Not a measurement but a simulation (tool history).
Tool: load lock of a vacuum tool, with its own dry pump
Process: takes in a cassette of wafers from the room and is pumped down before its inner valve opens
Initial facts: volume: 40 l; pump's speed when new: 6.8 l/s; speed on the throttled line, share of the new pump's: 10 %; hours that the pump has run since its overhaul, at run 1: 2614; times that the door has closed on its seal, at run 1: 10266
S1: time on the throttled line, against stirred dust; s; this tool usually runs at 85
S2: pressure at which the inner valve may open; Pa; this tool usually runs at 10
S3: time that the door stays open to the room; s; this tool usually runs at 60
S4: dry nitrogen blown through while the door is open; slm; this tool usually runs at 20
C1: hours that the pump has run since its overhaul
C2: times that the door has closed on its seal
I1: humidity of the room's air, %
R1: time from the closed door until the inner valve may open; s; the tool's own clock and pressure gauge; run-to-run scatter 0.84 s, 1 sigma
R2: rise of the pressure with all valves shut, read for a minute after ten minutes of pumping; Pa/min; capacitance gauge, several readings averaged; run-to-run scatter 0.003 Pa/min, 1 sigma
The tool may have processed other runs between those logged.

| run | hour | S1 | S2 | S3 | S4 | C1 | C2 | I1 | R1 | R2 |
|---|---|---|---|---|---|---|---|---|---|---|
| 1 | 0 | 85 | 10 | 60 | 20 | 2614 | 10266 | 44.7 | 132.9 | 0.052 |
| 2 | 476.1 | 55 | 10 | 60 | 20 | 3090 | 12136 | 43.6 | 105.7 | 0.055 |
| 3 | 983.4 | 85 | 10 | 34 | 20 | 3597 | 14129 | 45.8 | 132.5 | 0.054 |
| 4 | 1374.7 | 85 | 10 | 34 | 20 | 3989 | 15666 | 42.2 | 133.6 | 0.062 |
| 5 | 1661.6 | 85 | 10 | 34 | 4 | 4275 | 16793 | 41.6 | 133.6 | 0.081 |
| 6 | 2202.6 | 85 | 10 | 34 | 4 | 4816 | 18918 | 44.6 | 135.6 | 0.094 |
| 7 | 2505.2 | 85 | 10 | 60 | 13 | 5119 | 20106 | 42.2 | 134.5 | 0.089 |
| 8 | 2918.4 | 85 | 10 | 60 | 20 | 5532 | 21729 | 42.2 | 137.4 | 0.091 |
| 9 | 3324.1 | 85 | 10 | 60 | 20 | 5938 | 23323 | 43.6 | 136.8 | 0.097 |
| 10 | 3820.4 | 50 | 10 | 60 | 20 | 6434 | 25272 | 46.9 | 105.8 | 0.108 |
| 11 | 4379.9 | 50 | 10 | 60 | 20 | 6994 | 27470 | 45 | 107.1 | 0.123 |
| 12 | 4650.3 | 50 | 10 | 60 | 20 | 7264 | 28532 | 47 | 106.2 | 0.124 |
| 13 | 5104.3 | 50 | 10 | 60 | 20 | 7718 | 30315 | 45.1 | 108.3 | 0.13 |
| 14 | 5616.4 | 85 | 10 | 143 | 20 | 8230 | 32326 | 47.3 | 138.6 | 0.16 |
| 15 | 5967.3 | 85 | 10 | 107 | 9 | 8581 | 33704 | 42.9 | 139.2 | 0.183 |
| 16 | 6295.3 | 85 | 10 | 107 | 9 | 8909 | 34993 | 46.4 | 140.5 | 0.196 |
| 17 | 6670.1 | 85 | 15 | 26 | 20 | 9284 | 36465 | 46.5 | 138.1 | 0.156 |
| 18 | 7151.1 | 85 | 15 | 26 | 20 | 9765 | 38354 | 46.5 | 138.9 | 0.172 |
|  | 7231.1 | dry pump taken out, an overhauled one fitted |
| 19 | 7492.9 | 85 | 15 | 26 | 20 | 262 | 39673 | 45.3 | 127.8 | 0.176 |
| 20 | 7920 | 85 | 10 | 72 | 31 | 689 | 41351 | 45.8 | 131.3 | 0.192 |
| 21 | 8480.4 | 49 | 13 | 179 | 31 | 1249 | 43552 | 46.1 | 98.1 | 0.222 |
| 22 | 8971.5 | 85 | 17 | 127 | 20 | 1740 | 45480 | 46.5 | 128.6 | 0.241 |
| 23 | 9316.2 | 85 | 10 | 60 | 23 | 2085 | 46834 | 45.7 | 132.2 | 0.236 |
| 24 | 9893.5 | 85 | 10 | 60 | 23 | 2662 | 49102 | 46 | 132.9 | 0.256 |
| 25 | 10131.4 | 85 | 10 | 60 | 5 | 2900 | 50036 | 43.9 | 133.7 | 0.287 |
| 26 | 10666.8 | 68 | 13 | 37 | 22 | 3436 | 52139 | 45.7 | 118.2 | 0.267 |
| 27 | 11034 | 138 | 13 | 79 | 5 | 3803 | 53581 | 45.9 | 177.6 | 0.331 |

3 ways to go on from here, each from the tool as it stands after run 27. What would each give?
| A | 11330.9 | 85 | 15 | 60 | 22 | 4100 | 54748 | 44.8 | ? | ? |
| B | 11330.9 | 63 | 10 | 60 | 20 | 4100 | 54748 | 45.7 | ? | ? |
| C | 11330.9 | 137 | 14 | 60 | 24 | 4100 | 54748 | 42.2 | ? | ? |

| run | R1 | R2 |
|---|---|---|
| A | 131.8 | 0.299 |
| B | 115.1 | 0.3 |
| C | 179.5 | 0.288 |
What these runs would have given with no unlogged condition in the tool:
| run | R1 | R2 |
|---|---|---|
| A | 127.8 | 0.028 |
| B | 110.7 | 0.028 |
| C | 175.9 | 0.019 |
